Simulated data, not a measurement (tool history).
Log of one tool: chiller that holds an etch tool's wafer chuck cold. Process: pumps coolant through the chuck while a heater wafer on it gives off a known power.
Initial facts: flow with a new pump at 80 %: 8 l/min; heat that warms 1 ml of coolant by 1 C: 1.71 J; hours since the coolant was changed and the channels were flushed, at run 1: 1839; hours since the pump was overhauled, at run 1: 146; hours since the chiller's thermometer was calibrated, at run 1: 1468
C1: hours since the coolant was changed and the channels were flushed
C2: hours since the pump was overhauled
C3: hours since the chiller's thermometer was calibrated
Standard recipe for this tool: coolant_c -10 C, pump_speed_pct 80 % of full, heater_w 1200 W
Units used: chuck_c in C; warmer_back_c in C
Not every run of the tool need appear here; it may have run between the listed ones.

Run 1, hour 0.0: usual settings; C1 1839; C2 146; C3 1468. Result: chuck_c 2.3 C, warmer_back_c 5.31 C.
Run 2, hour 26.6: usual settings; C1 1866; C2 172; C3 1494. Result: chuck_c 2.5 C, warmer_back_c 5.20 C.
Run 3, hour 77.9: usual settings; C1 1917; C2 224; C3 1546. Result: chuck_c 2.2 C, warmer_back_c 5.24 C.
Run 4, hour 134.7: usual settings but coolant_c -19 C; C1 1974; C2 280; C3 1602. Result: chuck_c -6.5 C, warmer_back_c 5.19 C.
Run 5, hour 176.5: usual settings but coolant_c -19 C; C1 2016; C2 322; C3 1644. Result: chuck_c -6.7 C, warmer_back_c 5.20 C.
Run 6, hour 217.9: usual settings but coolant_c -19 C; C1 2057; C2 364; C3 1686. Result: chuck_c -6.6 C, warmer_back_c 5.18 C.
Run 7, hour 266.4: usual settings; C1 2106; C2 412; C3 1734. Result: chuck_c 2.5 C, warmer_back_c 5.19 C.
Run 8, hour 298.9: usual settings; C1 2138; C2 445; C3 1767. Result: chuck_c 2.4 C, warmer_back_c 5.24 C.
Run 9, hour 355.5: usual settings but pump_speed_pct 93 % of full; C1 2195; C2 501; C3 1823. Result: chuck_c 0.9 C, warmer_back_c 4.42 C.
Run 10, hour 410.4: usual settings but pump_speed_pct 93 % of full; C1 2250; C2 556; C3 1878. Result: chuck_c 1.0 C, warmer_back_c 4.43 C.
Run 11, hour 461.8: usual settings but pump_speed_pct 93 % of full; C1 2301; C2 607; C3 1930. Result: chuck_c 1.1 C, warmer_back_c 4.49 C.
Run 12, hour 512.6: usual settings but pump_speed_pct 93 % of full; C1 2352; C2 658; C3 1980. Result: chuck_c 0.9 C, warmer_back_c 4.44 C.
Run 13, hour 554.9: usual settings but coolant_c -11 C, pump_speed_pct 62 % of full, heater_w 921 W; C1 2394; C2 701; C3 2023. Result: chuck_c 0.7 C, warmer_back_c 5.13 C.
At hour 573.2: chiller's thermometer calibrated.
Run 14, hour 609.2: usual settings but heater_w 1487 W; C1 2448; C2 754; C3 36. Result: chuck_c 5.4 C, warmer_back_c 6.46 C.
Run 15, hour 641.5: usual settings; C1 2480; C2 786; C3 68. Result: chuck_c 2.4 C, warmer_back_c 5.19 C.
Run 16, hour 698.1: usual settings but coolant_c -12 C, pump_speed_pct 87 % of full, heater_w 882 W; C1 2536; C2 843; C3 125. Result: chuck_c -3.5 C, warmer_back_c 3.47 C.
Run 17, hour 746.2: usual settings but coolant_c -12 C, pump_speed_pct 87 % of full, heater_w 882 W; C1 2585; C2 891; C3 173. Result: chuck_c -3.4 C, warmer_back_c 3.46 C.
Run 18, hour 795.5: usual settings but coolant_c -5 C, pump_speed_pct 87 % of full, heater_w 868 W; C1 2634; C2 940; C3 222. Result: chuck_c 3.5 C, warmer_back_c 3.37 C.
Run 19, hour 843.8: usual settings but coolant_c -3 C, heater_w 736 W; C1 2682; C2 988; C3 271. Result: chuck_c 4.7 C, warmer_back_c 3.10 C.
Run 20, hour 882.9: usual settings but coolant_c -3 C, pump_speed_pct 74 % of full, heater_w 736 W; C1 2721; C2 1028; C3 310. Result: chuck_c 4.9 C, warmer_back_c 3.35 C.
Run 21, hour 922.4: usual settings but pump_speed_pct 66 % of full, heater_w 1751 W; C1 2761; C2 1067; C3 349. Result: chuck_c 11.0 C, warmer_back_c 9.13 C.
Run 22, hour 961.8: usual settings but pump_speed_pct 66 % of full, heater_w 1751 W; C1 2800; C2 1106; C3 389. Result: chuck_c 11.1 C, warmer_back_c 9.18 C.
Run 23, hour 1014.1: usual settings but pump_speed_pct 66 % of full, heater_w 1751 W; C1 2852; C2 1159; C3 441. Result: chuck_c 11.1 C, warmer_back_c 9.24 C.
Run 24, hour 1045.7: usual settings but coolant_c -18 C, pump_speed_pct 68 % of full, heater_w 605 W; C1 2884; C2 1190; C3 473. Result: chuck_c -10.8 C, warmer_back_c 2.93 C.

Here are 4 independent what-if runs from the current tool condition. What would each one return?
Run A, hour 1097.9: usual settings but coolant_c -13 C; C1 2936; C2 1243; C3 525. Result: chuck_c ?, warmer_back_c ?.
Run B, hour 1097.9: usual settings but coolant_c -18 C, pump_speed_pct 68 % of full, heater_w 1243 W; C1 2936; C2 1243; C3 525. Result: chuck_c ?, warmer_back_c ?.
Run C, hour 1097.9: usual settings but pump_speed_pct 83 % of full; C1 2936; C2 1243; C3 525. Result: chuck_c ?, warmer_back_c ?.
Run D, hour 1097.9: usual settings but coolant_c -19 C, heater_w 1070 W; C1 2936; C2 1243; C3 525. Result: chuck_c ?, warmer_back_c ?.

run  chuck_c  warmer_back_c
  A     -0.5           5.06
  B     -3.4           6.16
  C      2.1           4.94
  D     -8.0           4.48
Without the tool's hidden state the same runs would have given:
run  chuck_c  warmer_back_c
  A     -0.5           5.25
  B     -3.4           6.36
  C      2.1           5.13
  D     -8.0           4.68
